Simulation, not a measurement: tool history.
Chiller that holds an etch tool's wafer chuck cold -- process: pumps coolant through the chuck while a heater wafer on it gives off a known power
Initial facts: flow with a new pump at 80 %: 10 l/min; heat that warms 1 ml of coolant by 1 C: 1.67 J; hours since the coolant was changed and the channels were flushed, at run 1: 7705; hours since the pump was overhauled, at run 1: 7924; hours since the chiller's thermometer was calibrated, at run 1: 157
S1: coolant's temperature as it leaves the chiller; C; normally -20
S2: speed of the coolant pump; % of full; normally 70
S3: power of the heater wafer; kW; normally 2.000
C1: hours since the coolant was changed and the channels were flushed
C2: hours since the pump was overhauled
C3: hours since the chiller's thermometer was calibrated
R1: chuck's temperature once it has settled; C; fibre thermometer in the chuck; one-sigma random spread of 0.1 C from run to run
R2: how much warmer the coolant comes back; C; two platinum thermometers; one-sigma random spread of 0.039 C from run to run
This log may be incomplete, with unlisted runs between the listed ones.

run 1 hour=0.0 | S1=-20 S2=70 S3=2.000 | C1=7705 C2=7924 C3=157 | R1=6.7 R2=9.36
run 2 hour=113.9 | S1=-20 S2=70 S3=2.000 | C1=7819 C2=8038 C3=271 | R1=6.8 R2=9.32
run 3 hour=220.3 | S1=-20 S2=70 S3=2.000 | C1=7926 C2=8145 C3=377 | R1=6.9 R2=9.31
run 4 hour=371.7 | S1=-20 S2=70 S3=2.000 | C1=8077 C2=8296 C3=528 | R1=6.9 R2=9.40
run 5 hour=485.1 | S1=-20 S2=70 S3=1.893 | C1=8190 C2=8409 C3=642 | R1=5.4 R2=8.89
run 6 hour=611.3 | S1=-20 S2=70 S3=2.000 | C1=8317 C2=8536 C3=768 | R1=7.2 R2=9.32
run 7 hour=718.3 | S1=-20 S2=70 S3=2.000 | C1=8424 C2=8643 C3=875 | R1=6.9 R2=9.44
run 8 hour=833.9 | S1=-20 S2=70 S3=2.000 | C1=8539 C2=8758 C3=990 | R1=7.0 R2=9.45
run 9 hour=945.1 | S1=-20 S2=70 S3=2.000 | C1=8650 C2=8869 C3=1102 | R1=7.1 R2=9.48
run 10 hour=1110.6 | S1=-20 S2=70 S3=2.000 | C1=8816 C2=9035 C3=1267 | R1=7.4 R2=9.41
run 11 hour=1201.5 | S1=-20 S2=70 S3=2.000 | C1=8907 C2=9126 C3=1358 | R1=7.2 R2=9.51
run 12 hour=1327.6 | S1=-20 S2=70 S3=2.000 | C1=9033 C2=9252 C3=1484 | R1=7.2 R2=9.49
run 13 hour=1459.4 | S1=-20 S2=70 S3=2.000 | C1=9165 C2=9384 C3=1616 | R1=7.5 R2=9.63
-- hour=1605.5 coolant pump overhauled
run 14 hour=1605.5 | S1=-21 S2=70 S3=2.000 | C1=9306 C2=0 C3=1757 | R1=4.5 R2=8.35
run 15 hour=1748.2 | S1=-20 S2=70 S3=2.000 | C1=9449 C2=143 C3=1900 | R1=5.4 R2=8.40
run 16 hour=1862.3 | S1=-12 S2=70 S3=2.000 | C1=9563 C2=257 C3=2014 | R1=13.5 R2=8.35
run 17 hour=2052.1 | S1=-20 S2=95 S3=2.396 | C1=9753 C2=447 C3=2204 | R1=5.1 R2=7.24
-- hour=2123.7 coolant changed, channels flushed
run 18 hour=2226.8 | S1=-20 S2=95 S3=2.396 | C1=103 C2=615 C3=2372 | R1=3.2 R2=7.24
run 19 hour=2392.3 | S1=-15 S2=95 S3=2.396 | C1=269 C2=781 C3=2538 | R1=8.1 R2=7.20
run 20 hour=2529.3 | S1=-23 S2=66 S3=1.152 | C1=406 C2=918 C3=2675 | R1=-8.8 R2=5.19
run 21 hour=2627.2 | S1=-17 S2=91 S3=2.605 | C1=504 C2=1016 C3=2773 | R1=9.0 R2=8.27
run 22 hour=2736.6 | S1=-17 S2=91 S3=2.605 | C1=613 C2=1125 C3=2882 | R1=9.2 R2=8.33
run 23 hour=2925.2 | S1=-17 S2=91 S3=2.605 | C1=802 C2=1314 C3=3071 | R1=9.1 R2=8.33
run 24 hour=3119.0 | S1=-23 S2=65 S3=2.332 | C1=995 C2=1508 C3=3265 | R1=6.2 R2=10.78
run 25 hour=3203.8 | S1=-26 S2=67 S3=1.520 | C1=1080 C2=1592 C3=3349 | R1=-7.1 R2=6.85
run 26 hour=3386.2 | S1=-28 S2=67 S3=1.288 | C1=1263 C2=1775 C3=3532 | R1=-11.9 R2=5.80
run 27 hour=3522.6 | S1=-20 S2=68 S3=1.245 | C1=1399 C2=1911 C3=3668 | R1=-4.4 R2=5.51
run 28 hour=3655.6 | S1=-20 S2=68 S3=1.245 | C1=1532 C2=2044 C3=3801 | R1=-4.8 R2=5.57
run 29 hour=3841.6 | S1=-20 S2=68 S3=1.245 | C1=1718 C2=2230 C3=3987 | R1=-4.5 R2=5.48
run 30 hour=3986.4 | S1=-28 S2=90 S3=2.000 | C1=1863 C2=2375 C3=4132 | R1=-7.2 R2=6.57
-- hour=4073.7 chiller's thermometer calibrated
run 31 hour=4078.3 | S1=-18 S2=63 S3=2.000 | C1=1954 C2=2466 C3=5 | R1=8.0 R2=9.59

Table of differences, measured result less the result of that run with no hidden state. Run-to-run variation is the same in both. Gauge scatter possibly is not:
Hidden state present: heat passed by the chuck's channels, % of clean ones'; flow at a given pump speed, % of a new pump's; coolant's true temperature over the reading, C; drift of the gauge itself on chuck_c, C; drift of the gauge itself on warmer_back_c, C.
run=1 R1=+3.5 R2=+1.04
run=2 R1=+3.6 R2=+1.05
run=3 R1=+3.6 R2=+1.06
run=4 R1=+3.7 R2=+1.09
run=5 R1=+3.6 R2=+1.05
run=6 R1=+3.8 R2=+1.12
run=7 R1=+3.9 R2=+1.14
run=8 R1=+4.0 R2=+1.16
run=9 R1=+4.0 R2=+1.17
run=10 R1=+4.1 R2=+1.19
run=11 R1=+4.1 R2=+1.21
run=12 R1=+4.2 R2=+1.23
run=13 R1=+4.3 R2=+1.25
run=14 R1=+2.2 R2=+0.06
run=15 R1=+2.2 R2=+0.08
run=16 R1=+2.3 R2=+0.09
run=17 R1=+2.4 R2=+0.09
run=18 R1=+0.4 R2=+0.10
run=19 R1=+0.5 R2=+0.12
run=20 R1=+0.4 R2=+0.09
run=21 R1=+0.6 R2=+0.17
run=22 R1=+0.7 R2=+0.18
run=23 R1=+0.8 R2=+0.20
run=24 R1=+1.0 R2=+0.29
run=25 R1=+0.7 R2=+0.19
run=26 R1=+0.7 R2=+0.18
run=27 R1=+0.8 R2=+0.18
run=28 R1=+0.8 R2=+0.19
run=29 R1=+0.8 R2=+0.19
run=30 R1=+1.1 R2=+0.25
run=31 R1=+1.1 R2=+0.38
